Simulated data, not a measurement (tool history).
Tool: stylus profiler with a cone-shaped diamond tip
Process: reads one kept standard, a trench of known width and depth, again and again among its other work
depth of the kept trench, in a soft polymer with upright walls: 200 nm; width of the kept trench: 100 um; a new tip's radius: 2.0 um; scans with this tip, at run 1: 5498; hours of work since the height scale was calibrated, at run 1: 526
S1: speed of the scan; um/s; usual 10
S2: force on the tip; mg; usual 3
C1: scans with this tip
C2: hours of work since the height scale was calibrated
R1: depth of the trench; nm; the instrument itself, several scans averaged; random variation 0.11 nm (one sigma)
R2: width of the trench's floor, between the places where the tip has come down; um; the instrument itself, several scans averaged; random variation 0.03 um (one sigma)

Run 1, hour 0: usual settings; C1 5498; C2 526. Result: R1 203.51 nm, R2 97.67 um.
Run 2, hour 14.3: usual settings; C1 5585; C2 534. Result: R1 203.47 nm, R2 97.62 um.
Run 3, hour 28.5: usual settings; C1 5671; C2 542. Result: R1 203.31 nm, R2 97.61 um.
Run 4, hour 42.6: usual settings; C1 5756; C2 550. Result: R1 203.26 nm, R2 97.59 um.
Run 5, hour 56.4: usual settings; C1 5839; C2 558. Result: R1 203.21 nm, R2 97.62 um.
Run 6, hour 68.8: usual settings; C1 5914; C2 565. Result: R1 203.24 nm, R2 97.54 um.
Run 7, hour 82: usual settings; C1 5994; C2 573. Result: R1 203.23 nm, R2 97.54 um.
Run 8, hour 97.5: usual settings but S2 7.08 mg; C1 6088; C2 582. Result: R1 206.14 nm, R2 97.62 um.
Run 9, hour 108: usual settings but S1 3 um/s; C1 6151; C2 588. Result: R1 203.3 nm, R2 97.6 um.
Run 10, hour 120.7: usual settings but S1 3 um/s; C1 6228; C2 595. Result: R1 203.29 nm, R2 97.58 um.
Run 11, hour 130.9: usual settings but S1 3 um/s; C1 6289; C2 601. Result: R1 203.3 nm, R2 97.65 um.
Run 12, hour 145.3: usual settings but S1 3 um/s; C1 6377; C2 610. Result: R1 203.22 nm, R2 97.54 um.
Run 13, hour 153.9: usual settings but S1 9 um/s, S2 1.48 mg; C1 6428; C2 615. Result: R1 201.97 nm, R2 97.53 um.
Run 14, hour 166.7: usual settings but S1 9 um/s, S2 1.48 mg; C1 6506; C2 622. Result: R1 202.03 nm, R2 97.6 um.
Run 15, hour 177.5: usual settings but S1 34 um/s, S2 2.17 mg; C1 6571; C2 628. Result: R1 202.55 nm, R2 97.43 um.

Forecast each of these 4 alternatives for the next run:
Run A, hour 185.8: usual settings but S1 5 um/s, S2 4.35 mg; C1 6621; C2 633. Result: R1 ?, R2 ?.
Run B, hour 185.8: usual settings but S1 2 um/s, S2 1.35 mg; C1 6621; C2 633. Result: R1 ?, R2 ?.
Run C, hour 185.8: usual settings but S1 4 um/s, S2 2.96 mg; C1 6621; C2 633. Result: R1 ?, R2 ?.
Run D, hour 185.8: usual settings but S1 34 um/s, S2 1.16 mg; C1 6621; C2 633. Result: R1 ?, R2 ?.

run      R1     R2
  A  204.28  97.61
  B  201.87  97.55
  C  203.32  97.56
  D  201.55  97.32
Without the tool's hidden state the same runs would have given:
run      R1     R2
  A  204.72  98.29
  B  202.31  98.23
  C  203.76  98.23
  D  201.98  97.99
